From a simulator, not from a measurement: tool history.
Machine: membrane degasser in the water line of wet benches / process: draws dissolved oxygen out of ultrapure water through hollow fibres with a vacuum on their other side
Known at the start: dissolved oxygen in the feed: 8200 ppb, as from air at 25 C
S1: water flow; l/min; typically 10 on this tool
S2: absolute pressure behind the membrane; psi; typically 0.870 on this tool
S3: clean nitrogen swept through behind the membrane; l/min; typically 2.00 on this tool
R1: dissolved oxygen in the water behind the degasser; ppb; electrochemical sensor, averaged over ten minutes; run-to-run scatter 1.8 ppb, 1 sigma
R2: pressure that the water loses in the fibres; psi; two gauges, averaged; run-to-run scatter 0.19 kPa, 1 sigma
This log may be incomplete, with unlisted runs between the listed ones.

run,hour,S1,S2,S3,R1,R2
1,0.0,10,0.870,2.00,175.4,5.887
2,79.9,10,0.899,2.00,176.7,5.915
# hour 85.1: vacuum gauge calibrated
3,152.4,10,0.899,2.00,179.3,5.919
4,250.9,10,0.899,2.00,178.6,5.870
5,312.5,10,0.899,2.00,181.1,5.919
6,358.1,10,0.899,3.22,164.5,5.910
7,464.7,10,1.331,3.22,187.7,5.870
8,530.3,10,0.870,2.00,174.3,5.915
9,605.4,10,0.870,2.00,176.0,5.838
10,658.3,10,0.870,2.00,175.9,5.878
11,744.2,10,0.870,2.00,176.3,5.857
12,798.8,10,0.870,2.00,175.2,5.831
13,867.7,10,0.870,2.00,174.5,5.867
14,924.9,10,0.870,2.00,177.6,5.815
15,1015.6,10,0.870,5.63,154.0,5.822
16,1100.9,10,0.870,5.63,155.1,5.788
17,1177.0,14,0.896,1.88,463.7,8.108
# hour 1215.5: gauge calibrated
18,1226.2,10,1.379,4.71,175.0,5.944
19,1301.8,15,1.255,1.87,564.5,8.879
20,1379.3,8,2.106,3.80,118.1,4.720

Run 21, settings as shown, results not yet in. Your forecast:
21,1458.6,9,2.106,4.64,?,?

R1: 150.2 ppb
R2: 5.285 psi
With no hidden state in the tool, this same run would have given R1 150.0 ppb, R2 5.308 psi.
